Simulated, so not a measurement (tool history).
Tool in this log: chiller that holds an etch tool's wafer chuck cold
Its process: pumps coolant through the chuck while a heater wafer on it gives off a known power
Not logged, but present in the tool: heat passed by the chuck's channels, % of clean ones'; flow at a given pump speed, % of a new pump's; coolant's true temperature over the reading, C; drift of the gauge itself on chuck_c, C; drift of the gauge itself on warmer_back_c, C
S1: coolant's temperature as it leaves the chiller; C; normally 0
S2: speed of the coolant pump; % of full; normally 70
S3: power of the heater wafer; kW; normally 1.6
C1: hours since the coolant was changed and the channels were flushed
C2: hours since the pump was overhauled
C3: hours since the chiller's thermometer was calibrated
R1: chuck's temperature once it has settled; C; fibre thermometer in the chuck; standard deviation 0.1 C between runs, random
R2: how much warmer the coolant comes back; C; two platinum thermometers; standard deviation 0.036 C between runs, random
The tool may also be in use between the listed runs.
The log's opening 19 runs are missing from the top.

{"run": 20, "hour": 1215.5, "S1": -2, "S2": 78, "S3": 0.916, "C1": 404, "C2": 2938, "C3": 1466, "R1": 6.2, "R2": 3.52}
{"run": 21, "hour": 1269.5, "S1": -2, "S2": 91, "S3": 1.6, "C1": 458, "C2": 2992, "C3": 1520, "R1": 11.1, "R2": 5.39}
{"run": 22, "hour": 1352.4, "S1": -2, "S2": 70, "S3": 1.6, "C1": 541, "C2": 3075, "C3": 1603, "R1": 13.7, "R2": 6.84}
{"run": 23, "hour": 1392.5, "S1": 3, "S2": 68, "S3": 0.938, "C1": 581, "C2": 3115, "C3": 1643, "R1": 12.4, "R2": 4.16}
{"run": 24, "hour": 1434.4, "S1": 3, "S2": 68, "S3": 0.938, "C1": 623, "C2": 3157, "C3": 1685, "R1": 12.3, "R2": 4.16}
{"run": 25, "hour": 1493.9, "S1": 3, "S2": 68, "S3": 0.938, "C1": 683, "C2": 3217, "C3": 1744, "R1": 12.2, "R2": 4.15}
{"run": 26, "hour": 1586.4, "S1": 0, "S2": 83, "S3": 2.058, "C1": 775, "C2": 3309, "C3": 1837, "R1": 18.2, "R2": 7.53}
{"run": 27, "hour": 1673.0, "S1": 0, "S2": 83, "S3": 2.058, "C1": 862, "C2": 3396, "C3": 1923, "R1": 18, "R2": 7.58}
{"run": 28, "hour": 1743.7, "S1": 0, "S2": 83, "S3": 2.058, "C1": 933, "C2": 3467, "C3": 1994, "R1": 18.3, "R2": 7.56}
{"run": 29, "hour": 1813.6, "S1": 8, "S2": 70, "S3": 0.997, "C1": 1002, "C2": 3536, "C3": 2064, "R1": 17.8, "R2": 4.35}
{"run": 30, "hour": 1863.4, "S1": -5, "S2": 87, "S3": 2.243, "C1": 1052, "C2": 3586, "C3": 2114, "R1": 14.4, "R2": 7.86}
{"run": 31, "hour": 1920.1, "S1": -5, "S2": 87, "S3": 2.243, "C1": 1109, "C2": 3643, "C3": 2170, "R1": 14.5, "R2": 7.89}
{"run": 32, "hour": 1983.1, "S1": 0, "S2": 70, "S3": 1.503, "C1": 1172, "C2": 3706, "C3": 2233, "R1": 15, "R2": 6.49}

Alternative continuations, all from the tool just after run 32; predict every row:
{"run": "A", "hour": 2024.9, "S1": 0, "S2": 93, "S3": 1.421, "C1": 1214, "C2": 3748, "C3": 2275, "R1": "?", "R2": "?"}
{"run": "B", "hour": 2024.9, "S1": 0, "S2": 99, "S3": 0.925, "C1": 1214, "C2": 3748, "C3": 2275, "R1": "?", "R2": "?"}
{"run": "C", "hour": 2024.9, "S1": 0, "S2": 93, "S3": 1.559, "C1": 1214, "C2": 3748, "C3": 2275, "R1": "?", "R2": "?"}
{"run": "D", "hour": 2024.9, "S1": 5, "S2": 66, "S3": 1.503, "C1": 1214, "C2": 3748, "C3": 2275, "R1": "?", "R2": "?"}

run=A R1=11.7 R2=4.71
run=B R1=7.1 R2=2.84
run=C R1=13 R2=5.2
run=D R1=20.5 R2=6.93
With the hidden condition removed and each run's random variation left untouched, the same runs would have given:
run=A R1=11.4 R2=4.49
run=B R1=7.1 R2=2.71
run=C R1=12.6 R2=4.96
run=D R1=20 R2=6.61
